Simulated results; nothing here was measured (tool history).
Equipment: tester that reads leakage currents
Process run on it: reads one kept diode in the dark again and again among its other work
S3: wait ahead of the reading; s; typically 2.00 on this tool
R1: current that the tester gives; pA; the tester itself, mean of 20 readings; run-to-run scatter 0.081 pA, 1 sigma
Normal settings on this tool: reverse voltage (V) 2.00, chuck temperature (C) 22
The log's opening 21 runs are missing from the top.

{"run": 22, "hour": 1213.4, "reverse voltage (V)": 7.48, "chuck temperature (C)": 34, "S3": 5.21, "R1": 106.44}
{"run": 23, "hour": 1251.8, "reverse voltage (V)": 7.48, "chuck temperature (C)": 34, "S3": 5.21, "R1": 106.73}
{"run": 24, "hour": 1291.3, "reverse voltage (V)": 1.94, "chuck temperature (C)": 42, "S3": 2.92, "R1": 116.16}
{"run": 25, "hour": 1371.4, "reverse voltage (V)": 9.57, "chuck temperature (C)": 43, "S3": 8.99, "R1": 233.84}
{"run": 26, "hour": 1409.9, "reverse voltage (V)": 2.69, "chuck temperature (C)": 25, "S3": 8.99, "R1": 35.27}
{"run": 27, "hour": 1479.2, "reverse voltage (V)": 12.24, "chuck temperature (C)": 25, "S3": 8.99, "R1": 68.27}
{"run": 28, "hour": 1561.3, "reverse voltage (V)": 1.55, "chuck temperature (C)": 26, "S3": 7.56, "R1": 31.28}
{"hour": 1585.5, "done": "tester calibrated"}
{"run": 29, "hour": 1604.9, "reverse voltage (V)": 7.55, "chuck temperature (C)": 27, "S3": 2.0, "R1": 63.39}
{"run": 30, "hour": 1656.1, "reverse voltage (V)": 2.98, "chuck temperature (C)": 24, "S3": 2.0, "R1": 33.9}
{"run": 31, "hour": 1706.4, "reverse voltage (V)": 2.0, "chuck temperature (C)": 22, "S3": 4.94, "R1": 24.43}
{"run": 32, "hour": 1765.9, "reverse voltage (V)": 7.35, "chuck temperature (C)": 34, "S3": 0.58, "R1": 109.54}
{"run": 33, "hour": 1806.0, "reverse voltage (V)": 2.0, "chuck temperature (C)": 24, "S3": 0.41, "R1": 29.74}
{"run": 34, "hour": 1844.4, "reverse voltage (V)": 1.84, "chuck temperature (C)": 22, "S3": 2.0, "R1": 24.04}
{"run": 35, "hour": 1917.5, "reverse voltage (V)": 1.84, "chuck temperature (C)": 23, "S3": 6.06, "R1": 26.5}
{"run": 36, "hour": 1966.0, "reverse voltage (V)": 1.84, "chuck temperature (C)": 23, "S3": 6.06, "R1": 26.57}
{"run": 37, "hour": 2051.8, "reverse voltage (V)": 1.84, "chuck temperature (C)": 23, "S3": 6.06, "R1": 26.66}

Below are 4 alternative next runs, each starting from the tool's condition after run 37. Predict each:
{"run": "A", "hour": 2127.7, "reverse voltage (V)": 1.84, "chuck temperature (C)": 54, "S3": 2.87, "R1": "?"}
{"run": "B", "hour": 2127.7, "reverse voltage (V)": 2.0, "chuck temperature (C)": 39, "S3": 2.0, "R1": "?"}
{"run": "C", "hour": 2127.7, "reverse voltage (V)": 1.84, "chuck temperature (C)": 23, "S3": 5.63, "R1": "?"}
{"run": "D", "hour": 2127.7, "reverse voltage (V)": 1.47, "chuck temperature (C)": 26, "S3": 5.94, "R1": "?"}

run=A R1=285.44
run=B R1=98.10
run=C R1=26.82
run=D R1=31.37
Without the tool's unlogged condition, the same runs would have read:
run=A R1=252.69
run=B R1=84.99
run=C R1=22.08
run=D R1=26.34

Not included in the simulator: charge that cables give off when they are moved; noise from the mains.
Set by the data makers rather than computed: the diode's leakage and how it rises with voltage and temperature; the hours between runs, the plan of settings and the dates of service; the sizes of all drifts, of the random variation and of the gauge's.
